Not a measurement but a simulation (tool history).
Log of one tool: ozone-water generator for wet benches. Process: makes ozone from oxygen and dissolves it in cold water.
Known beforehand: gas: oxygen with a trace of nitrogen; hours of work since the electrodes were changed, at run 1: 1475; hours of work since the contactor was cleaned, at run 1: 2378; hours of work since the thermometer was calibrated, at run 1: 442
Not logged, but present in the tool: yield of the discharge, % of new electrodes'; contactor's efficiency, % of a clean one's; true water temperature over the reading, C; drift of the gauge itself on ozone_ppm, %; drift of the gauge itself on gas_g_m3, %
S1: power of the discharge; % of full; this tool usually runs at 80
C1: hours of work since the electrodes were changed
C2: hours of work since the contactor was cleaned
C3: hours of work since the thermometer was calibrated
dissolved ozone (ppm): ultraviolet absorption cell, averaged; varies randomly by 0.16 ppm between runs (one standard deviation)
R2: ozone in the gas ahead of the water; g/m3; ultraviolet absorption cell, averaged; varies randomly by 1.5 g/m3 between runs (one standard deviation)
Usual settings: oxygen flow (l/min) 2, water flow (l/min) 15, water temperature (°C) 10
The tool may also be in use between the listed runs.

Run 1, day 0: usual settings; C1 1475; C2 2378; C3 442. Result: dissolved ozone (ppm) 20.7, R2 285 g/m3.
Run 2, day 1.967: usual settings; C1 1507; C2 2410; C3 473. Result: dissolved ozone (ppm) 20.5, R2 284.5 g/m3.
Run 3, day 3.875: usual settings; C1 1538; C2 2441; C3 504. Result: dissolved ozone (ppm) 20.6, R2 285.9 g/m3.
Run 4, day 5.608: usual settings; C1 1566; C2 2469; C3 532. Result: dissolved ozone (ppm) 20.7, R2 283.5 g/m3.
Run 5, day 7.433: usual settings; C1 1596; C2 2499; C3 562. Result: dissolved ozone (ppm) 20.4, R2 285.7 g/m3.
Run 6, day 9.642: usual settings; C1 1631; C2 2534; C3 598. Result: dissolved ozone (ppm) 20.5, R2 282.8 g/m3.
Run 7, day 11.192: usual settings; C1 1656; C2 2559; C3 623. Result: dissolved ozone (ppm) 20.5, R2 283.8 g/m3.
Run 8, day 13.2: usual settings; C1 1689; C2 2592; C3 655. Result: dissolved ozone (ppm) 20.4, R2 284.2 g/m3.
Run 9, day 14.65: usual settings but S1 79 % of full, oxygen flow (l/min) 2.65, water temperature (°C) 12; C1 1713; C2 2616; C3 679. Result: dissolved ozone (ppm) 20.6, R2 235.3 g/m3.
Run 10, day 16.533: usual settings but S1 79 % of full, oxygen flow (l/min) 2.65, water temperature (°C) 12; C1 1743; C2 2646; C3 710. Result: dissolved ozone (ppm) 20.4, R2 236.6 g/m3.
Run 11, day 18.392: usual settings but S1 79 % of full, oxygen flow (l/min) 2.65, water temperature (°C) 12; C1 1773; C2 2676; C3 740. Result: dissolved ozone (ppm) 20.6, R2 237.1 g/m3.
Run 12, day 20.942: usual settings but S1 71 % of full, oxygen flow (l/min) 1.18, water flow (l/min) 10, water temperature (°C) 5; C1 1815; C2 2718; C3 781. Result: dissolved ozone (ppm) 27.1, R2 373.7 g/m3.
Run 13, day 24.221: usual settings but S1 51 % of full, oxygen flow (l/min) 2.99, water flow (l/min) 11, water temperature (°C) 13; C1 1868; C2 2771; C3 834. Result: dissolved ozone (ppm) 19.2, R2 163.1 g/m3.
Run 14, day 26.483: usual settings but oxygen flow (l/min) 1.99; C1 1904; C2 2807; C3 871. Result: dissolved ozone (ppm) 20.2, R2 288.1 g/m3.
Run 15, day 29.712: usual settings but water temperature (°C) 7; C1 1957; C2 2860; C3 923. Result: dissolved ozone (ppm) 21, R2 286.2 g/m3.
Run 16, day 31.112: usual settings but S1 91 % of full, oxygen flow (l/min) 1.46, water flow (l/min) 18, water temperature (°C) 15; C1 1979; C2 2882; C3 946. Result: dissolved ozone (ppm) 17.4, R2 382.6 g/m3.

Consider 4 possible next runs. They are alternatives, not a sequence: every one starts from the tool as it was left by run 16. What does each give?
Run A, day 33.862: usual settings but S1 71 % of full, oxygen flow (l/min) 1.18, water flow (l/min) 16, water temperature (°C) 15; C1 2024; C2 2927; C3 990. Result: dissolved ozone (ppm) ?, R2 ?.
Run B, day 33.862: usual settings but S1 44 % of full, oxygen flow (l/min) 1.46, water flow (l/min) 18, water temperature (°C) 15; C1 2024; C2 2927; C3 990. Result: dissolved ozone (ppm) ?, R2 ?.
Run C, day 33.862: usual settings but water flow (l/min) 13; C1 2024; C2 2927; C3 990. Result: dissolved ozone (ppm) ?, R2 ?.
Run D, day 33.862: usual settings but S1 91 % of full, oxygen flow (l/min) 1.21, water flow (l/min) 18, water temperature (°C) 6; C1 2024; C2 2927; C3 990. Result: dissolved ozone (ppm) ?, R2 ?.

run  dissolved ozone (ppm)     R2
  A                   16.1  374.1
  B                   10.8  236.7
  C                   23.7  289.3
  D                   17.6  433.4
Take away the tool's hidden state, keep each run's random variation, and the runs would have read:
run  dissolved ozone (ppm)     R2
  A                   16.1  369.9
  B                   10.8    234
  C                   23.7    286
  D                   17.7  428.5

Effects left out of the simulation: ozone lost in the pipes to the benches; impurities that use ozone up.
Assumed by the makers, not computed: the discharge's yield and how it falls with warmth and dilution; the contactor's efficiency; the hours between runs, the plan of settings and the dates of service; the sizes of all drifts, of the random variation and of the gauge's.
